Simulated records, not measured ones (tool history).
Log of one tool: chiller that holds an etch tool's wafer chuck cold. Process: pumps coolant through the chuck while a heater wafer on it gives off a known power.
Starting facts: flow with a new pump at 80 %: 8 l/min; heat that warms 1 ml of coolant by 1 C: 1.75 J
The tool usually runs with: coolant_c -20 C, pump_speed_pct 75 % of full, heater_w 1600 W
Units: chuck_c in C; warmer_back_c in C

Run 1, hour 0.0: usual settings. Result: chuck_c -3.8 C, warmer_back_c 7.42 C.
Run 2, hour 122.7: usual settings but heater_w 1348 W. Result: chuck_c -6.6 C, warmer_back_c 6.25 C.
Run 3, hour 265.2: usual settings but heater_w 1348 W. Result: chuck_c -6.4 C, warmer_back_c 6.32 C.
Run 4, hour 345.6: usual settings but heater_w 1348 W. Result: chuck_c -6.2 C, warmer_back_c 6.29 C.
Run 5, hour 526.1: usual settings but heater_w 1058 W. Result: chuck_c -9.2 C, warmer_back_c 4.93 C.
Run 6, hour 634.6: usual settings but heater_w 1058 W. Result: chuck_c -9.1 C, warmer_back_c 4.97 C.
Run 7, hour 786.0: usual settings but heater_w 1058 W. Result: chuck_c -9.0 C, warmer_back_c 4.94 C.
Run 8, hour 896.1: usual settings but heater_w 1058 W. Result: chuck_c -8.8 C, warmer_back_c 4.98 C.
Run 9, hour 1072.3: usual settings but heater_w 1058 W. Result: chuck_c -9.1 C, warmer_back_c 4.93 C.
Run 10, hour 1251.7: usual settings but pump_speed_pct 96 % of full, heater_w 1058 W. Result: chuck_c -10.8 C, warmer_back_c 3.89 C.
Run 11, hour 1349.3: usual settings but pump_speed_pct 96 % of full, heater_w 1058 W. Result: chuck_c -11.0 C, warmer_back_c 3.93 C.
Run 12, hour 1533.5: usual settings but pump_speed_pct 96 % of full, heater_w 1058 W. Result: chuck_c -11.0 C, warmer_back_c 3.97 C.
Run 13, hour 1653.5: usual settings but pump_speed_pct 96 % of full, heater_w 1058 W. Result: chuck_c -10.6 C, warmer_back_c 3.96 C.
Run 14, hour 1827.1: usual settings. Result: chuck_c -2.6 C, warmer_back_c 7.60 C.
At hour 1859.7: coolant changed, channels flushed.
Run 15, hour 1983.8: usual settings. Result: chuck_c -4.8 C, warmer_back_c 7.66 C.
Run 16, hour 2169.4: usual settings. Result: chuck_c -4.7 C, warmer_back_c 7.61 C.
Run 17, hour 2303.1: usual settings. Result: chuck_c -4.4 C, warmer_back_c 7.70 C.
Run 18, hour 2442.9: usual settings but coolant_c -27 C, pump_speed_pct 67 % of full. Result: chuck_c -9.8 C, warmer_back_c 8.55 C.
Run 19, hour 2587.1: usual settings but coolant_c -16 C, pump_speed_pct 82 % of full, heater_w 1958 W. Result: chuck_c 1.6 C, warmer_back_c 8.64 C.
Run 20, hour 2706.3: usual settings but coolant_c -13 C, pump_speed_pct 70 % of full, heater_w 1032 W. Result: chuck_c -2.2 C, warmer_back_c 5.33 C.
Run 21, hour 2804.1: usual settings but pump_speed_pct 92 % of full, heater_w 1681 W. Result: chuck_c -6.0 C, warmer_back_c 6.65 C.
Run 22, hour 2899.9: usual settings but pump_speed_pct 92 % of full, heater_w 1681 W. Result: chuck_c -5.9 C, warmer_back_c 6.67 C.
Run 23, hour 2991.6: usual settings but pump_speed_pct 92 % of full, heater_w 1681 W. Result: chuck_c -6.0 C, warmer_back_c 6.71 C.
Run 24, hour 3116.6: usual settings but coolant_c -17 C, pump_speed_pct 97 % of full, heater_w 1681 W. Result: chuck_c -3.8 C, warmer_back_c 6.35 C.
Run 25, hour 3265.1: usual settings but coolant_c -14 C, pump_speed_pct 68 % of full, heater_w 1023 W. Result: chuck_c -2.6 C, warmer_back_c 5.52 C.
Run 26, hour 3354.2: usual settings but heater_w 2017 W. Result: chuck_c 0.3 C, warmer_back_c 9.89 C.
Run 27, hour 3473.2: usual settings but coolant_c -18 C, pump_speed_pct 62 % of full, heater_w 2017 W. Result: chuck_c 6.3 C, warmer_back_c 11.90 C.
Run 28, hour 3640.2: usual settings but coolant_c -15 C, pump_speed_pct 62 % of full, heater_w 1648 W. Result: chuck_c 5.0 C, warmer_back_c 9.78 C.
Run 29, hour 3795.2: usual settings but pump_speed_pct 72 % of full, heater_w 1416 W. Result: chuck_c -4.9 C, warmer_back_c 7.30 C.
Run 30, hour 3894.9: usual settings but coolant_c -22 C, pump_speed_pct 63 % of full. Result: chuck_c -2.7 C, warmer_back_c 9.36 C.
Run 31, hour 4020.1: usual settings but pump_speed_pct 68 % of full, heater_w 1277 W. Result: chuck_c -5.5 C, warmer_back_c 6.95 C.
At hour 4060.6: chiller's thermometer calibrated.
Run 32, hour 4192.7: usual settings but coolant_c -29 C, pump_speed_pct 68 % of full, heater_w 1277 W. Result: chuck_c -14.7 C, warmer_back_c 7.02 C.
Run 33, hour 4300.1: usual settings but coolant_c -27 C, heater_w 2251 W. Result: chuck_c -3.9 C, warmer_back_c 11.17 C.

Alternative continuations, all from the tool just after run 33; predict every row:
Run A, hour 4493.4: usual settings but coolant_c -28 C, heater_w 2251 W. Result: chuck_c ?, warmer_back_c ?.
Run B, hour 4493.4: usual settings but coolant_c -14 C, pump_speed_pct 90 % of full, heater_w 1322 W. Result: chuck_c ?, warmer_back_c ?.
Run C, hour 4493.4: usual settings but coolant_c -27 C, heater_w 1322 W. Result: chuck_c ?, warmer_back_c ?.

run  chuck_c  warmer_back_c
  A     -4.8          11.25
  B     -2.4           5.47
  C    -13.3           6.59
What these runs would have given with no unlogged condition in the tool:
run  chuck_c  warmer_back_c
  A     -7.7          10.31
  B     -3.9           5.01
  C    -15.1           6.03
